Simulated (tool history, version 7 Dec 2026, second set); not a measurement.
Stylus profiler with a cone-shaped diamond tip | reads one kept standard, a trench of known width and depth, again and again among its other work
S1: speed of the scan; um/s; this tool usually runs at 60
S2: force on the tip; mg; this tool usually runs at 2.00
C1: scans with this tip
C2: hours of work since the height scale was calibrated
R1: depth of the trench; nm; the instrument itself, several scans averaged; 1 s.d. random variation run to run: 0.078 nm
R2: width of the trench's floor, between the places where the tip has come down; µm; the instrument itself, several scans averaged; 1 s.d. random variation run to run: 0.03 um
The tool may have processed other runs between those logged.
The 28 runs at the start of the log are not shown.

| run | hour | S1 | S2 | C1 | C2 | R1 | R2 |
|---|---|---|---|---|---|---|---|
| 29 | 869.6 | 41 | 1.23 | 668 | 52 | 201.52 | 47.90 |
| 30 | 901.4 | 233 | 1.76 | 962 | 75 | 201.84 | 46.57 |
| 31 | 936.8 | 233 | 1.76 | 1292 | 100 | 201.79 | 46.50 |
| 32 | 978.2 | 233 | 1.21 | 1675 | 130 | 201.44 | 46.14 |
| 33 | 995.5 | 15 | 1.55 | 1837 | 142 | 201.72 | 48.04 |
| 34 | 1036.9 | 15 | 1.55 | 2220 | 172 | 201.72 | 47.99 |
| 35 | 1076.7 | 56 | 1.96 | 2591 | 201 | 201.93 | 47.73 |
| 36 | 1114.4 | 188 | 2.00 | 2940 | 228 | 201.93 | 46.79 |
| 37 | 1147.8 | 188 | 2.00 | 3250 | 252 | 202.11 | 46.88 |
| 38 | 1169.1 | 214 | 1.68 | 3448 | 267 | 201.81 | 46.49 |
| 39 | 1192.6 | 43 | 2.00 | 3666 | 284 | 201.89 | 47.84 |
| 40 | 1224.2 | 60 | 5.07 | 3960 | 307 | 203.76 | 47.76 |
| 41 | 1259.4 | 60 | 5.26 | 4287 | 332 | 203.81 | 47.81 |
| 42 | 1286.0 | 57 | 5.96 | 4534 | 352 | 203.99 | 47.81 |
| 43 | 1306.7 | 57 | 5.96 | 4725 | 366 | 203.97 | 47.82 |
| 44 | 1336.2 | 22 | 4.79 | 5000 | 388 | 203.33 | 47.92 |
| 45 | 1358.4 | 60 | 1.62 | 5206 | 404 | 201.74 | 47.48 |

Here are 5 independent what-if runs from the current tool condition. What would each one return?
| A | 1398.7 | 27 | 1.62 | 5580 | 433 | ? | ? |
| B | 1398.7 | 60 | 1.39 | 5580 | 433 | ? | ? |
| C | 1398.7 | 60 | 0.94 | 5580 | 433 | ? | ? |
| D | 1398.7 | 60 | 2.13 | 5580 | 433 | ? | ? |
| E | 1398.7 | 60 | 2.01 | 5580 | 433 | ? | ? |

| run | R1 | R2 |
|---|---|---|
| A | 201.62 | 47.79 |
| B | 201.44 | 47.49 |
| C | 201.06 | 47.39 |
| D | 202.07 | 47.59 |
| E | 202.09 | 47.54 |
Without the tool's unlogged condition, the same runs would have read:
| run | R1 | R2 |
|---|---|---|
| A | 201.63 | 48.10 |
| B | 201.46 | 47.80 |
| C | 201.07 | 47.69 |
| D | 202.08 | 47.89 |
| E | 202.10 | 47.85 |

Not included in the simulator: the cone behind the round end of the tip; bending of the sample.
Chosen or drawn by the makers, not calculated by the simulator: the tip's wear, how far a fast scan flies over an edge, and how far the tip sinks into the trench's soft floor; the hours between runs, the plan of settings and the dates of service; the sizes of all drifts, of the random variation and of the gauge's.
